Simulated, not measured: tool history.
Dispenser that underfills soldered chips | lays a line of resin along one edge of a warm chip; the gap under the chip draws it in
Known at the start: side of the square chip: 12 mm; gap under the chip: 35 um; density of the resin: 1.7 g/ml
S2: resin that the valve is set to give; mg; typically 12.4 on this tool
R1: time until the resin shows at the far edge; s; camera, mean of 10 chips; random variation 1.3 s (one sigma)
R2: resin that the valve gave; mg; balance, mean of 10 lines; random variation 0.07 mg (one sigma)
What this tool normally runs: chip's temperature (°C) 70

run 1 hour=0.0 | chip's_temperature_(°C)=70 S2=12.4 | R1=204.6 R2=11.62
-- hour=1.5 new syringe of resin
run 2 hour=8.4 | chip's_temperature_(°C)=70 S2=12.4 | R1=210.9 R2=11.55
-- hour=9.8 new syringe of resin
run 3 hour=16.1 | chip's_temperature_(°C)=70 S2=10.6 | R1=214.1 R2=9.90
-- hour=18.3 new syringe of resin
-- hour=26.3 new syringe of resin
run 4 hour=26.5 | chip's_temperature_(°C)=70 S2=10.6 | R1=149.8 R2=9.80
-- hour=33.8 new syringe of resin
-- hour=39.8 dispensing valve cleaned and set on the balance
-- hour=42.6 new syringe of resin
run 5 hour=44.3 | chip's_temperature_(°C)=70 S2=10.6 | R1=158.2 R2=10.51
-- hour=50.7 new syringe of resin
-- hour=58.5 new syringe of resin
run 6 hour=58.5 | chip's_temperature_(°C)=57 S2=10.6 | R1=277.4 R2=10.40
-- hour=66.4 new syringe of resin
-- hour=74.3 new syringe of resin
run 7 hour=75.1 | chip's_temperature_(°C)=57 S2=10.6 | R1=283.0 R2=10.34
-- hour=82.2 new syringe of resin
-- hour=90.6 new syringe of resin
run 8 hour=90.6 | chip's_temperature_(°C)=76 S2=12.4 | R1=105.0 R2=12.00
-- hour=99.0 new syringe of resin
run 9 hour=104.2 | chip's_temperature_(°C)=76 S2=12.4 | R1=147.1 R2=11.84
-- hour=107.4 new syringe of resin
-- hour=115.2 new syringe of resin
run 10 hour=116.4 | chip's_temperature_(°C)=70 S2=12.4 | R1=150.9 R2=11.85
-- hour=123.3 new syringe of resin
-- hour=131.8 new syringe of resin
run 11 hour=131.8 | chip's_temperature_(°C)=70 S2=12.4 | R1=143.0 R2=11.58
-- hour=140.6 new syringe of resin
run 12 hour=142.2 | chip's_temperature_(°C)=70 S2=12.4 | R1=153.1 R2=11.60
-- hour=148.3 new syringe of resin
run 13 hour=153.6 | chip's_temperature_(°C)=70 S2=12.4 | R1=194.5 R2=11.42
-- hour=157.0 new syringe of resin
run 14 hour=162.7 | chip's_temperature_(°C)=70 S2=14.9 | R1=192.8 R2=13.66
-- hour=165.6 new syringe of resin
-- hour=170.9 dispensing valve cleaned and set on the balance
-- hour=175.1 new syringe of resin
run 15 hour=180.6 | chip's_temperature_(°C)=70 S2=14.9 | R1=189.1 R2=14.84
-- hour=183.0 new syringe of resin
-- hour=191.6 new syringe of resin
run 16 hour=195.5 | chip's_temperature_(°C)=74 S2=14.9 | R1=146.8 R2=14.60
-- hour=199.2 new syringe of resin
-- hour=206.9 new syringe of resin
run 17 hour=210.2 | chip's_temperature_(°C)=70 S2=12.4 | R1=176.6 R2=12.12
-- hour=214.5 new syringe of resin
-- hour=222.2 new syringe of resin
run 18 hour=226.2 | chip's_temperature_(°C)=72 S2=14.3 | R1=161.3 R2=13.66
-- hour=230.0 new syringe of resin
-- hour=238.0 new syringe of resin
run 19 hour=238.0 | chip's_temperature_(°C)=64 S2=10.9 | R1=194.8 R2=10.42
-- hour=246.6 new syringe of resin
run 20 hour=250.5 | chip's_temperature_(°C)=59 S2=12.6 | R1=304.7 R2=11.86
-- hour=254.4 new syringe of resin
run 21 hour=260.1 | chip's_temperature_(°C)=63 S2=13.6 | R1=275.7 R2=12.70
-- hour=262.1 new syringe of resin
run 22 hour=268.2 | chip's_temperature_(°C)=63 S2=13.6 | R1=282.7 R2=12.81
-- hour=270.6 new syringe of resin
-- hour=278.5 new syringe of resin
run 23 hour=285.0 | chip's_temperature_(°C)=67 S2=15.2 | R1=237.6 R2=14.09
-- hour=286.8 new syringe of resin
run 24 hour=292.7 | chip's_temperature_(°C)=67 S2=15.2 | R1=230.4 R2=14.05
-- hour=294.6 new syringe of resin
-- hour=302.2 new syringe of resin
-- hour=303.2 dispensing valve cleaned and set on the balance
run 25 hour=307.0 | chip's_temperature_(°C)=67 S2=15.2 | R1=199.4 R2=15.04
-- hour=311.8 new syringe of resin
-- hour=320.7 new syringe of resin
run 26 hour=324.9 | chip's_temperature_(°C)=58 S2=14.7 | R1=318.3 R2=14.52
-- hour=329.1 new syringe of resin
-- hour=336.6 new syringe of resin
run 27 hour=336.6 | chip's_temperature_(°C)=62 S2=12.4 | R1=212.0 R2=12.01
-- hour=345.4 new syringe of resin
run 28 hour=352.2 | chip's_temperature_(°C)=74 S2=13.4 | R1=176.5 R2=12.93
-- hour=354.1 new syringe of resin
-- hour=362.3 new syringe of resin
run 29 hour=369.3 | chip's_temperature_(°C)=83 S2=12.4 | R1=124.1 R2=11.86

Run 30 is up next; what results do you expect?
-- hour=370.4 new syringe of resin
-- hour=379.0 new syringe of resin
-- hour=387.6 new syringe of resin
run 30 hour=387.6 | chip's_temperature_(°C)=59 S2=16.0 | R1=? R2=?

{"run 30": {"R1": 235.9, "R2": 15.21}}
Without the tool's hidden state the same run would have given R1 210.8 s, R2 16.06 mg.

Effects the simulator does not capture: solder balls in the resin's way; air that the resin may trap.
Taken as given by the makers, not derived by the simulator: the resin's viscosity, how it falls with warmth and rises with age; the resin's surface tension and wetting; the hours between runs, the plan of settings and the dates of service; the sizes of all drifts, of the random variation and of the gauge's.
